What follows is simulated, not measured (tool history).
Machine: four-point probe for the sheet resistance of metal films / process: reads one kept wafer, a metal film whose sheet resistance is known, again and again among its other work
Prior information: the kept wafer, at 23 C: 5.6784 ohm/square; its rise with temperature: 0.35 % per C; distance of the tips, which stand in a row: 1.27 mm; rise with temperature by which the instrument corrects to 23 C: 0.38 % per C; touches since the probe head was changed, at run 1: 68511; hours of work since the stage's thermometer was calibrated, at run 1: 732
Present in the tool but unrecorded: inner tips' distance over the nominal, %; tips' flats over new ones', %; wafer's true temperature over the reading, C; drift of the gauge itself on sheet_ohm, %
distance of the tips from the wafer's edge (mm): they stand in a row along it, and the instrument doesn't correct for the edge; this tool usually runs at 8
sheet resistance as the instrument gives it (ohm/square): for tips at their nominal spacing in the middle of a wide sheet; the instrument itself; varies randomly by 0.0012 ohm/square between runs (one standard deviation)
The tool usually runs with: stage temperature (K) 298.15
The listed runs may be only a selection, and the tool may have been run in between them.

run,hour,stage temperature (K),distance of the tips from the wafer's edge (mm),touches since the probe head was changed,hours of work since the stage's thermometer was calibrated,sheet resistance as the instrument gives it (ohm/square)
1,0,298.15,8,68511,732,5.819501
2,31.2,298.15,8,69997,755,5.820976
3,50.5,298.15,8,70914,769,5.823484
4,74.8,294.15,8,72073,787,5.828919
5,102.2,294.15,8,73375,808,5.827743
6,129.1,292.15,8,74655,827,5.834674
7,161.1,292.15,19,76177,851,5.771118
8,177,298.15,8,76936,863,5.826018
9,206.3,298.15,8,78331,885,5.82911
10,236.2,296.15,8,79752,907,5.831497
11,250.4,296.15,8,80429,917,5.832716
12,283.7,298.15,8,82014,942,5.82973
13,315.4,298.15,8,83522,965,5.830704
14,330.6,299.15,8,84245,977,5.831382
15,361.1,299.15,8,85693,999,5.831444
16,387.4,299.15,8,86947,1019,5.831904
# hour 410: new probe head fitted
17,410,299.15,8,0,1035,5.740171
18,442.8,299.15,8,1560,1059,5.737991
19,457.6,299.15,8,2265,1070,5.740463
20,486.4,299.15,8,3635,1091,5.742758
21,511.2,299.15,8,4814,1110,5.740547
22,542.1,299.15,8,6286,1133,5.739399
23,570.2,306.15,8,7622,1153,5.735486
24,592.9,298.15,4,8703,1170,5.962167
25,611.1,292.15,13,9570,1184,5.708605
26,641.1,296.15,7,10994,1206,5.77492
27,662.6,303.15,5,12019,1222,5.853472
28,687,293.15,27,13179,1240,5.689958
29,717.9,291.15,58,14649,1263,5.687387
30,746.9,301.15,15,16033,1284,5.693575
31,764.7,296.15,5,16880,1297,5.86776
32,786.4,305.15,55,17909,1313,5.668863
33,809.1,294.15,14,18993,1330,5.709374
34,838.2,294.15,14,20378,1352,5.711921
35,859.5,295.15,3,21392,1368,6.177805
36,880.3,295.15,3,22378,1383,6.182758
37,899.2,295.15,3,23279,1397,6.179342
38,932.6,295.15,3,24869,1422,6.181752
39,960.7,295.15,3,26205,1442,6.183635
40,994,294.15,7,27792,1467,5.790686
41,1012.5,294.15,7,28673,1481,5.791222
42,1040.6,294.15,7,30007,1502,5.791816
43,1067.5,303.15,54,31287,1522,5.68174
44,1096.3,294.15,6,32658,1543,5.827978

5 options for the next run, each taken on its own from the tool as it stands now. Forecast them:
A,1110,295.15,8,33311,1553,?
B,1110,297.15,15,33311,1553,?
C,1110,293.15,6,33311,1553,?
D,1110,295.15,33,33311,1553,?
E,1110,292.15,5,33311,1553,?

run,sheet resistance as the instrument gives it (ohm/square)
A,5.768565
B,5.711579
C,5.827796
D,5.695311
E,5.889988
Take away the tool's hidden state, keep each run's random variation, and the runs would have read:
run,sheet resistance as the instrument gives it (ohm/square)
A,5.755431
B,5.69851
C,5.814597
D,5.682324
E,5.876692
